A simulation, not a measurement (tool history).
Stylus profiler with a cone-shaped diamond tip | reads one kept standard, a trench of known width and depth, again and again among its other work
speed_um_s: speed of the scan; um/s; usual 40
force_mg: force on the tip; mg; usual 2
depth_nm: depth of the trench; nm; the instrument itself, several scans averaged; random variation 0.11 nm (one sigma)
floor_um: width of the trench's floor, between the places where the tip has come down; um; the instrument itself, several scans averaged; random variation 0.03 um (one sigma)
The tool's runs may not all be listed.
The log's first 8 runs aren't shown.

run	hour	speed_um_s	force_mg	scans with this tip	hours of work since the height scale was calibrated	depth_nm	floor_um
9	122.8	40	2	407	79	202.18	97.86
10	139.2	40	2	449	87	201.65	97.86
11	156.5	40	2	494	96	202.03	97.84
12	166.6	40	2	519	101	202.04	97.85
13	183.2	40	2	562	109	202	97.86
14	199.3	40	2	603	117	201.9	97.84
15	209.3	40	2	629	122	201.98	97.89
16	222.7	40	4.67	663	128	203.25	97.92
17	235.7	102	2	696	135	202.12	97.57
18	250.2	102	2	733	142	201.87	97.55
19	268.4	40	2	780	151	201.94	97.85
20	276.2	40	2	800	155	201.97	97.86
21	288.4	40	0.83	831	161	201.12	97.79
22	296.7	40	0.83	853	165	200.95	97.77
23	313.4	40	0.97	895	173	201.29	97.8
24	321.6	40	0.97	916	177	201.14	97.79
25	336.3	40	0.97	954	185	201.27	97.76
26	351.6	40	0.97	993	192	201.23	97.79
27	368.9	57	1.38	1037	201	201.61	97.68
28	380.3	57	1.38	1067	206	201.42	97.77
29	397.6	37	0.68	1111	215	201.04	97.78

Run 30 comes next. What will it give?
30	406.7	37	0.68	1134	220	?	?

depth_nm: 200.93 nm
floor_um: 97.78 um
Without the tool's hidden state the same run would have given depth_nm 200.93 nm, floor_um 97.79 um.

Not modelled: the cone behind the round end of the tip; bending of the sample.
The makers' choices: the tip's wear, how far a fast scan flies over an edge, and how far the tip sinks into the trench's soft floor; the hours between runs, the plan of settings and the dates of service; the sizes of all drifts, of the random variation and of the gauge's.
